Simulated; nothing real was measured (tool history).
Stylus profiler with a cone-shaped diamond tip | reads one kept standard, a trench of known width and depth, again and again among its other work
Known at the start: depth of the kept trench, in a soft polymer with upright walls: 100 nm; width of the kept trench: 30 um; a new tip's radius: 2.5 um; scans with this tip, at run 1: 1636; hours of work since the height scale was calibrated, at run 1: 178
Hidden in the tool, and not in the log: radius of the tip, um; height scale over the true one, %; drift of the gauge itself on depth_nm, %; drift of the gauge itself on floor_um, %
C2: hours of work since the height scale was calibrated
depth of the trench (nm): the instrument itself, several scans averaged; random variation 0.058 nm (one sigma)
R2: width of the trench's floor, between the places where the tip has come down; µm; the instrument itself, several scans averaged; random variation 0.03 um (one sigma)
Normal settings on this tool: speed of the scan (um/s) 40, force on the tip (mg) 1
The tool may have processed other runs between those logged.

Run 1, hour 0: usual settings; scans with this tip 1636; C2 178. Result: depth of the trench (nm) 100.49, R2 28.35 µm.
Run 2, hour 58.9: usual settings but speed of the scan (um/s) 135; scans with this tip 1860; C2 202. Result: depth of the trench (nm) 100.64, R2 27.62 µm.
Run 3, hour 109.7: usual settings but speed of the scan (um/s) 135; scans with this tip 2053; C2 223. Result: depth of the trench (nm) 100.6, R2 27.65 µm.
Run 4, hour 156.3: usual settings but speed of the scan (um/s) 135; scans with this tip 2230; C2 242. Result: depth of the trench (nm) 100.53, R2 27.66 µm.
Run 5, hour 193.9: usual settings but speed of the scan (um/s) 135; scans with this tip 2373; C2 258. Result: depth of the trench (nm) 100.6, R2 27.67 µm.
Run 6, hour 266.1: usual settings but speed of the scan (um/s) 135; scans with this tip 2648; C2 288. Result: depth of the trench (nm) 100.54, R2 27.67 µm.
Run 7, hour 331.4: usual settings but speed of the scan (um/s) 135, force on the tip (mg) 1.84; scans with this tip 2896; C2 315. Result: depth of the trench (nm) 100.79, R2 27.87 µm.
Run 8, hour 401.3: usual settings but speed of the scan (um/s) 135, force on the tip (mg) 1.45; scans with this tip 3162; C2 343. Result: depth of the trench (nm) 100.62, R2 27.77 µm.
Run 9, hour 465.5: usual settings; scans with this tip 3406; C2 370. Result: depth of the trench (nm) 100.55, R2 28.27 µm.
Run 10, hour 539: usual settings; scans with this tip 3686; C2 400. Result: depth of the trench (nm) 100.48, R2 28.32 µm.
Run 11, hour 594.6: usual settings; scans with this tip 3897; C2 423. Result: depth of the trench (nm) 100.56, R2 28.34 µm.
Run 12, hour 634.9: usual settings; scans with this tip 4050; C2 440. Result: depth of the trench (nm) 100.48, R2 28.25 µm.
Run 13, hour 691.2: usual settings but force on the tip (mg) 0.95; scans with this tip 4264; C2 463. Result: depth of the trench (nm) 100.51, R2 28.38 µm.
Run 14, hour 764.3: usual settings but force on the tip (mg) 0.95; scans with this tip 4543; C2 493. Result: depth of the trench (nm) 100.54, R2 28.29 µm.
Run 15, hour 802.2: usual settings but speed of the scan (um/s) 41; scans with this tip 4687; C2 509. Result: depth of the trench (nm) 100.55, R2 28.29 µm.
Run 16, hour 871.5: usual settings; scans with this tip 4950; C2 538. Result: depth of the trench (nm) 100.51, R2 28.31 µm.
Run 17, hour 921: usual settings; scans with this tip 5139; C2 558. Result: depth of the trench (nm) 100.63, R2 28.33 µm.
Run 18, hour 983.7: usual settings; scans with this tip 5377; C2 584. Result: depth of the trench (nm) 100.48, R2 28.3 µm.
Run 19, hour 1042.4: usual settings; scans with this tip 5600; C2 608. Result: depth of the trench (nm) 100.61, R2 28.33 µm.
Run 20, hour 1119.9: usual settings but force on the tip (mg) 0.67; scans with this tip 5895; C2 640. Result: depth of the trench (nm) 100.44, R2 28.25 µm.
Run 21, hour 1163.8: usual settings but speed of the scan (um/s) 45, force on the tip (mg) 2.31; scans with this tip 6062; C2 659. Result: depth of the trench (nm) 100.91, R2 28.38 µm.
Run 22, hour 1229.2: usual settings but speed of the scan (um/s) 45, force on the tip (mg) 2.31; scans with this tip 6311; C2 686. Result: depth of the trench (nm) 100.93, R2 28.33 µm.
Run 23, hour 1299.7: usual settings but speed of the scan (um/s) 18, force on the tip (mg) 1.93; scans with this tip 6579; C2 715. Result: depth of the trench (nm) 100.82, R2 28.49 µm.
Run 24, hour 1368: usual settings but speed of the scan (um/s) 18, force on the tip (mg) 1.93; scans with this tip 6839; C2 743. Result: depth of the trench (nm) 100.86, R2 28.51 µm.
Run 25, hour 1432: usual settings but speed of the scan (um/s) 24, force on the tip (mg) 0.95; scans with this tip 7082; C2 769. Result: depth of the trench (nm) 100.44, R2 28.37 µm.
Run 26, hour 1486.5: usual settings but speed of the scan (um/s) 50, force on the tip (mg) 0.98; scans with this tip 7289; C2 792. Result: depth of the trench (nm) 100.51, R2 28.26 µm.
Run 27, hour 1564.3: usual settings but speed of the scan (um/s) 50, force on the tip (mg) 0.98; scans with this tip 7585; C2 824. Result: depth of the trench (nm) 100.48, R2 28.23 µm.
Run 28, hour 1617.5: usual settings but speed of the scan (um/s) 94, force on the tip (mg) 0.37; scans with this tip 7788; C2 846. Result: depth of the trench (nm) 100.22, R2 27.48 µm.
Run 29, hour 1684.7: usual settings but speed of the scan (um/s) 94, force on the tip (mg) 0.37; scans with this tip 8044; C2 874. Result: depth of the trench (nm) 100.31, R2 27.54 µm.
Run 30, hour 1742: usual settings but speed of the scan (um/s) 94, force on the tip (mg) 0.37; scans with this tip 8262; C2 897. Result: depth of the trench (nm) 100.27, R2 27.5 µm.
Run 31, hour 1815.2: usual settings but speed of the scan (um/s) 37, force on the tip (mg) 1.69; scans with this tip 8540; C2 928. Result: depth of the trench (nm) 100.79, R2 28.4 µm.
Run 32, hour 1848.7: usual settings but speed of the scan (um/s) 135, force on the tip (mg) 2.77; scans with this tip 8667; C2 942. Result: depth of the trench (nm) 101, R2 28 µm.
Run 33, hour 1920: usual settings but speed of the scan (um/s) 78, force on the tip (mg) 0.5; scans with this tip 8938; C2 971. Result: depth of the trench (nm) 100.4, R2 27.84 µm.
Run 34, hour 1962.4: usual settings but speed of the scan (um/s) 20, force on the tip (mg) 2.91; scans with this tip 9100; C2 989. Result: depth of the trench (nm) 101.02, R2 28.47 µm.
Run 35, hour 1996.4: usual settings but speed of the scan (um/s) 109, force on the tip (mg) 0.79; scans with this tip 9229; C2 1003. Result: depth of the trench (nm) 100.46, R2 27.72 µm.
Run 36, hour 2062.8: usual settings but speed of the scan (um/s) 13, force on the tip (mg) 0.79; scans with this tip 9482; C2 1030. Result: depth of the trench (nm) 100.43, R2 28.5 µm.
Run 37, hour 2125.3: usual settings but speed of the scan (um/s) 15, force on the tip (mg) 2.46; scans with this tip 9719; C2 1056. Result: depth of the trench (nm) 101.15, R2 28.54 µm.
Run 38, hour 2195: usual settings but speed of the scan (um/s) 11, force on the tip (mg) 2.46; scans with this tip 9984; C2 1085. Result: depth of the trench (nm) 100.97, R2 28.52 µm.

Forecast each of these 4 alternatives for the next run:
Run A, hour 2238.5: usual settings but speed of the scan (um/s) 105, force on the tip (mg) 0.87; scans with this tip 10150; C2 1103. Result: depth of the trench (nm) ?, R2 ?.
Run B, hour 2238.5: usual settings but speed of the scan (um/s) 11, force on the tip (mg) 2.7; scans with this tip 10150; C2 1103. Result: depth of the trench (nm) ?, R2 ?.
Run C, hour 2238.5: usual settings but speed of the scan (um/s) 66, force on the tip (mg) 1.61; scans with this tip 10150; C2 1103. Result: depth of the trench (nm) ?, R2 ?.
Run D, hour 2238.5: usual settings but speed of the scan (um/s) 14, force on the tip (mg) 0.5; scans with this tip 10150; C2 1103. Result: depth of the trench (nm) ?, R2 ?.

run  depth of the trench (nm)     R2
  A                    100.43  27.84
  B                    101.14  28.51
  C                    100.83   28.2
  D                    100.42  28.42
Without the tool's hidden state the same runs would have given:
run  depth of the trench (nm)     R2
  A                    100.42  27.85
  B                    101.14  28.52
  C                    100.83  28.21
  D                    100.42  28.43
